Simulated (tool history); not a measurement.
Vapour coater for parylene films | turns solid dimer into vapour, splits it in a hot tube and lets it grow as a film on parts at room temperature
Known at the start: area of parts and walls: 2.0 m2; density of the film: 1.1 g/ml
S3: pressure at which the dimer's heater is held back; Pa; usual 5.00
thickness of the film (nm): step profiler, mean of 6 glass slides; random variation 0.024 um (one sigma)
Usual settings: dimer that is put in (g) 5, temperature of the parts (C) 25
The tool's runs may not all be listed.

run 1 hour=0.0 | dimer_that_is_put_in_(g)=5 temperature_of_the_parts_(C)=25 S3=5.00 | thickness_of_the_film_(nm)=1480
run 2 hour=84.9 | dimer_that_is_put_in_(g)=5 temperature_of_the_parts_(C)=25 S3=5.00 | thickness_of_the_film_(nm)=1460
run 3 hour=149.8 | dimer_that_is_put_in_(g)=5 temperature_of_the_parts_(C)=25 S3=5.00 | thickness_of_the_film_(nm)=1460
run 4 hour=223.4 | dimer_that_is_put_in_(g)=5 temperature_of_the_parts_(C)=25 S3=5.00 | thickness_of_the_film_(nm)=1450
run 5 hour=286.8 | dimer_that_is_put_in_(g)=5 temperature_of_the_parts_(C)=25 S3=5.00 | thickness_of_the_film_(nm)=1430
run 6 hour=358.2 | dimer_that_is_put_in_(g)=6 temperature_of_the_parts_(C)=25 S3=5.00 | thickness_of_the_film_(nm)=1660
-- hour=410.7 trap's valve overhauled
run 7 hour=413.2 | dimer_that_is_put_in_(g)=6 temperature_of_the_parts_(C)=25 S3=5.00 | thickness_of_the_film_(nm)=1960
run 8 hour=452.4 | dimer_that_is_put_in_(g)=3 temperature_of_the_parts_(C)=25 S3=5.00 | thickness_of_the_film_(nm)=930
run 9 hour=498.2 | dimer_that_is_put_in_(g)=3 temperature_of_the_parts_(C)=25 S3=5.00 | thickness_of_the_film_(nm)=950
run 10 hour=568.3 | dimer_that_is_put_in_(g)=3 temperature_of_the_parts_(C)=25 S3=5.00 | thickness_of_the_film_(nm)=970
run 11 hour=645.7 | dimer_that_is_put_in_(g)=3 temperature_of_the_parts_(C)=25 S3=5.00 | thickness_of_the_film_(nm)=960
run 12 hour=723.5 | dimer_that_is_put_in_(g)=5 temperature_of_the_parts_(C)=22 S3=5.00 | thickness_of_the_film_(nm)=1590
-- hour=730.3 table's thermometer calibrated
run 13 hour=777.1 | dimer_that_is_put_in_(g)=5 temperature_of_the_parts_(C)=25 S3=6.81 | thickness_of_the_film_(nm)=1460
run 14 hour=824.6 | dimer_that_is_put_in_(g)=5 temperature_of_the_parts_(C)=25 S3=6.81 | thickness_of_the_film_(nm)=1520
run 15 hour=897.6 | dimer_that_is_put_in_(g)=5 temperature_of_the_parts_(C)=25 S3=6.81 | thickness_of_the_film_(nm)=1460
-- hour=935.4 table's thermometer calibrated, once more
run 16 hour=983.0 | dimer_that_is_put_in_(g)=5 temperature_of_the_parts_(C)=25 S3=4.33 | thickness_of_the_film_(nm)=1570
run 17 hour=1036.4 | dimer_that_is_put_in_(g)=5 temperature_of_the_parts_(C)=25 S3=2.06 | thickness_of_the_film_(nm)=1620
run 18 hour=1087.6 | dimer_that_is_put_in_(g)=8 temperature_of_the_parts_(C)=26 S3=2.55 | thickness_of_the_film_(nm)=2480
run 19 hour=1127.1 | dimer_that_is_put_in_(g)=2 temperature_of_the_parts_(C)=37 S3=5.42 | thickness_of_the_film_(nm)=490
run 20 hour=1166.9 | dimer_that_is_put_in_(g)=2 temperature_of_the_parts_(C)=37 S3=7.40 | thickness_of_the_film_(nm)=490
run 21 hour=1246.2 | dimer_that_is_put_in_(g)=5 temperature_of_the_parts_(C)=31 S3=3.28 | thickness_of_the_film_(nm)=1340
run 22 hour=1315.7 | dimer_that_is_put_in_(g)=5 temperature_of_the_parts_(C)=31 S3=3.28 | thickness_of_the_film_(nm)=1360
run 23 hour=1378.2 | dimer_that_is_put_in_(g)=5 temperature_of_the_parts_(C)=35 S3=2.91 | thickness_of_the_film_(nm)=1220
run 24 hour=1419.7 | dimer_that_is_put_in_(g)=5 temperature_of_the_parts_(C)=28 S3=3.76 | thickness_of_the_film_(nm)=1360
-- hour=1433.5 trap's valve overhauled
run 25 hour=1483.8 | dimer_that_is_put_in_(g)=4 temperature_of_the_parts_(C)=25 S3=10.87 | thickness_of_the_film_(nm)=1290
run 26 hour=1557.0 | dimer_that_is_put_in_(g)=9 temperature_of_the_parts_(C)=35 S3=4.60 | thickness_of_the_film_(nm)=2430
run 27 hour=1639.5 | dimer_that_is_put_in_(g)=2 temperature_of_the_parts_(C)=26 S3=2.77 | thickness_of_the_film_(nm)=670
run 28 hour=1700.9 | dimer_that_is_put_in_(g)=6 temperature_of_the_parts_(C)=27 S3=6.23 | thickness_of_the_film_(nm)=1760
run 29 hour=1760.0 | dimer_that_is_put_in_(g)=8 temperature_of_the_parts_(C)=22 S3=2.92 | thickness_of_the_film_(nm)=2730
run 30 hour=1827.6 | dimer_that_is_put_in_(g)=8 temperature_of_the_parts_(C)=22 S3=2.92 | thickness_of_the_film_(nm)=2720
run 31 hour=1900.1 | dimer_that_is_put_in_(g)=8 temperature_of_the_parts_(C)=22 S3=2.92 | thickness_of_the_film_(nm)=2770
run 32 hour=1954.2 | dimer_that_is_put_in_(g)=8 temperature_of_the_parts_(C)=22 S3=2.92 | thickness_of_the_film_(nm)=2700

Forecast each of these 4 alternatives for the next run:
run A hour=2033.3 | dimer_that_is_put_in_(g)=4 temperature_of_the_parts_(C)=34 S3=5.00 | thickness_of_the_film_(nm)=?
run B hour=2033.3 | dimer_that_is_put_in_(g)=3 temperature_of_the_parts_(C)=26 S3=3.78 | thickness_of_the_film_(nm)=?
run C hour=2033.3 | dimer_that_is_put_in_(g)=3 temperature_of_the_parts_(C)=33 S3=3.65 | thickness_of_the_film_(nm)=?
run D hour=2033.3 | dimer_that_is_put_in_(g)=4 temperature_of_the_parts_(C)=22 S3=2.92 | thickness_of_the_film_(nm)=?

run=A thickness_of_the_film_(nm)=1020
run=B thickness_of_the_film_(nm)=900
run=C thickness_of_the_film_(nm)=830
run=D thickness_of_the_film_(nm)=1300
Without the tool's hidden state the same runs would have given:
run=A thickness_of_the_film_(nm)=1120
run=B thickness_of_the_film_(nm)=990
run=C thickness_of_the_film_(nm)=910
run=D thickness_of_the_film_(nm)=1430
